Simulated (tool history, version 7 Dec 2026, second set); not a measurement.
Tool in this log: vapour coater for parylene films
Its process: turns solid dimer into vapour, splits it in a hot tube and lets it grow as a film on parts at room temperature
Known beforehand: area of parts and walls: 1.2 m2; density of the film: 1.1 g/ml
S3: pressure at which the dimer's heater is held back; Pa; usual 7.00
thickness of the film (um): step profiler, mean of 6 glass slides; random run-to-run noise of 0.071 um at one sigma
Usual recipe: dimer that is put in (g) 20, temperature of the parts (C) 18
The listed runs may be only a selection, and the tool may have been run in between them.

{"run": 1, "hour": 0.0, "dimer that is put in (g)": 20, "temperature of the parts (C)": 18, "S3": 7.0, "thickness of the film (um)": 8.18}
{"run": 2, "hour": 9.7, "dimer that is put in (g)": 20, "temperature of the parts (C)": 18, "S3": 7.0, "thickness of the film (um)": 8.11}
{"run": 3, "hour": 29.3, "dimer that is put in (g)": 20, "temperature of the parts (C)": 15, "S3": 7.0, "thickness of the film (um)": 8.53}
{"run": 4, "hour": 44.5, "dimer that is put in (g)": 20, "temperature of the parts (C)": 23, "S3": 7.0, "thickness of the film (um)": 7.15}
{"run": 5, "hour": 55.4, "dimer that is put in (g)": 20, "temperature of the parts (C)": 18, "S3": 7.0, "thickness of the film (um)": 7.94}
{"run": 6, "hour": 78.3, "dimer that is put in (g)": 20, "temperature of the parts (C)": 13, "S3": 7.0, "thickness of the film (um)": 8.95}
{"run": 7, "hour": 96.1, "dimer that is put in (g)": 20, "temperature of the parts (C)": 13, "S3": 7.0, "thickness of the film (um)": 8.69}
{"run": 8, "hour": 114.0, "dimer that is put in (g)": 20, "temperature of the parts (C)": 13, "S3": 7.0, "thickness of the film (um)": 8.64}
{"run": 9, "hour": 125.7, "dimer that is put in (g)": 15, "temperature of the parts (C)": 18, "S3": 7.0, "thickness of the film (um)": 5.73}
{"run": 10, "hour": 137.2, "dimer that is put in (g)": 20, "temperature of the parts (C)": 18, "S3": 7.0, "thickness of the film (um)": 7.77}
{"run": 11, "hour": 149.0, "dimer that is put in (g)": 20, "temperature of the parts (C)": 18, "S3": 7.0, "thickness of the film (um)": 7.57}
{"run": 12, "hour": 162.5, "dimer that is put in (g)": 11, "temperature of the parts (C)": 18, "S3": 8.12, "thickness of the film (um)": 4.13}
{"run": 13, "hour": 180.0, "dimer that is put in (g)": 9, "temperature of the parts (C)": 13, "S3": 7.76, "thickness of the film (um)": 3.76}
{"run": 14, "hour": 195.8, "dimer that is put in (g)": 29, "temperature of the parts (C)": 27, "S3": 7.0, "thickness of the film (um)": 9.1}
{"run": 15, "hour": 215.8, "dimer that is put in (g)": 18, "temperature of the parts (C)": 18, "S3": 7.18, "thickness of the film (um)": 6.81}
{"run": 16, "hour": 227.1, "dimer that is put in (g)": 8, "temperature of the parts (C)": 18, "S3": 2.34, "thickness of the film (um)": 3.29}
{"hour": 229.8, "done": "table's thermometer calibrated"}
{"run": 17, "hour": 237.8, "dimer that is put in (g)": 20, "temperature of the parts (C)": 18, "S3": 2.75, "thickness of the film (um)": 8.19}
{"run": 18, "hour": 253.7, "dimer that is put in (g)": 22, "temperature of the parts (C)": 15, "S3": 4.85, "thickness of the film (um)": 8.93}
{"run": 19, "hour": 268.5, "dimer that is put in (g)": 22, "temperature of the parts (C)": 15, "S3": 4.85, "thickness of the film (um)": 9.12}
{"run": 20, "hour": 281.0, "dimer that is put in (g)": 12, "temperature of the parts (C)": 19, "S3": 10.08, "thickness of the film (um)": 4.18}
{"hour": 296.8, "done": "trap's valve overhauled"}
{"run": 21, "hour": 298.4, "dimer that is put in (g)": 20, "temperature of the parts (C)": 12, "S3": 3.27, "thickness of the film (um)": 10.33}
{"hour": 309.4, "done": "table's thermometer calibrated, once more"}
{"run": 22, "hour": 313.9, "dimer that is put in (g)": 12, "temperature of the parts (C)": 13, "S3": 10.11, "thickness of the film (um)": 5.4}

Measured less the same run without the tool's hidden state. The same run-to-run variation is in both; the gauge's scatter may not be:
What the log doesn't record here: vapour lost through the trap's worn valve, %; true temperature of the parts over the reading, C; drift of the gauge itself on film_um, %.
run=1 thickness_of_the_film_(um)=-0.42
run=2 thickness_of_the_film_(um)=-0.45
run=3 thickness_of_the_film_(um)=-0.53
run=4 thickness_of_the_film_(um)=-0.49
run=5 thickness_of_the_film_(um)=-0.57
run=6 thickness_of_the_film_(um)=-0.70
run=7 thickness_of_the_film_(um)=-0.74
run=8 thickness_of_the_film_(um)=-0.79
run=9 thickness_of_the_film_(um)=-0.56
run=10 thickness_of_the_film_(um)=-0.78
run=11 thickness_of_the_film_(um)=-0.80
run=12 thickness_of_the_film_(um)=-0.45
run=13 thickness_of_the_film_(um)=-0.43
run=14 thickness_of_the_film_(um)=-1.11
run=15 thickness_of_the_film_(um)=-0.88
run=16 thickness_of_the_film_(um)=-0.44
run=17 thickness_of_the_film_(um)=-1.12
run=18 thickness_of_the_film_(um)=-1.28
run=19 thickness_of_the_film_(um)=-1.35
run=20 thickness_of_the_film_(um)=-0.64
run=21 thickness_of_the_film_(um)=-0.02
run=22 thickness_of_the_film_(um)=-0.04
